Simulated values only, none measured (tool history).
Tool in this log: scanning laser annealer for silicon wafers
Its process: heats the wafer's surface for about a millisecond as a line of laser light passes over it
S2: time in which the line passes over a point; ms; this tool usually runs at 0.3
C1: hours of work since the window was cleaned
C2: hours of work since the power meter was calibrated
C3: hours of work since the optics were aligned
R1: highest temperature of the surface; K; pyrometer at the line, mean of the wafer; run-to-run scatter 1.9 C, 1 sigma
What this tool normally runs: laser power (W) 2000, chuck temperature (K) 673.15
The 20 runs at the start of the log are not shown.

{"run": 21, "hour": 241.6, "laser power (W)": 1740, "S2": 0.211, "chuck temperature (K)": 648.15, "C1": 837, "C2": 546, "C3": 855, "R1": 1205.15}
{"hour": 244.6, "done": "window over the wafer cleaned"}
{"run": 22, "hour": 259.3, "laser power (W)": 1858, "S2": 0.346, "chuck temperature (K)": 657.15, "C1": 11, "C2": 557, "C3": 867, "R1": 1435.15}
{"run": 23, "hour": 273.1, "laser power (W)": 1858, "S2": 0.232, "chuck temperature (K)": 657.15, "C1": 21, "C2": 567, "C3": 877, "R1": 1313.15}
{"run": 24, "hour": 284.3, "laser power (W)": 1858, "S2": 0.232, "chuck temperature (K)": 657.15, "C1": 29, "C2": 575, "C3": 885, "R1": 1307.15}
{"run": 25, "hour": 294.0, "laser power (W)": 1858, "S2": 0.232, "chuck temperature (K)": 657.15, "C1": 36, "C2": 583, "C3": 892, "R1": 1310.15}
{"run": 26, "hour": 304.5, "laser power (W)": 1858, "S2": 0.232, "chuck temperature (K)": 657.15, "C1": 44, "C2": 590, "C3": 900, "R1": 1311.15}
{"run": 27, "hour": 312.6, "laser power (W)": 1858, "S2": 0.232, "chuck temperature (K)": 699.15, "C1": 50, "C2": 596, "C3": 906, "R1": 1352.15}
{"run": 28, "hour": 321.2, "laser power (W)": 1910, "S2": 0.232, "chuck temperature (K)": 654.15, "C1": 56, "C2": 602, "C3": 912, "R1": 1324.15}
{"run": 29, "hour": 328.7, "laser power (W)": 1823, "S2": 0.27, "chuck temperature (K)": 673.15, "C1": 61, "C2": 608, "C3": 918, "R1": 1355.15}
{"run": 30, "hour": 338.3, "laser power (W)": 2072, "S2": 0.368, "chuck temperature (K)": 673.15, "C1": 68, "C2": 615, "C3": 924, "R1": 1553.15}
{"run": 31, "hour": 346.4, "laser power (W)": 1921, "S2": 0.253, "chuck temperature (K)": 673.15, "C1": 74, "C2": 621, "C3": 930, "R1": 1372.15}
{"run": 32, "hour": 355.5, "laser power (W)": 1921, "S2": 0.253, "chuck temperature (K)": 673.15, "C1": 81, "C2": 627, "C3": 937, "R1": 1372.15}

The next listed run, before its measurement:
{"run": 33, "hour": 362.8, "laser power (W)": 1793, "S2": 0.241, "chuck temperature (K)": 666.15, "C1": 86, "C2": 633, "C3": 942, "R1": "?"}

R1: 1307.15 K
With the hidden condition absent and the run-to-run variation left alone, this run would have shown R1 1312.15 K.
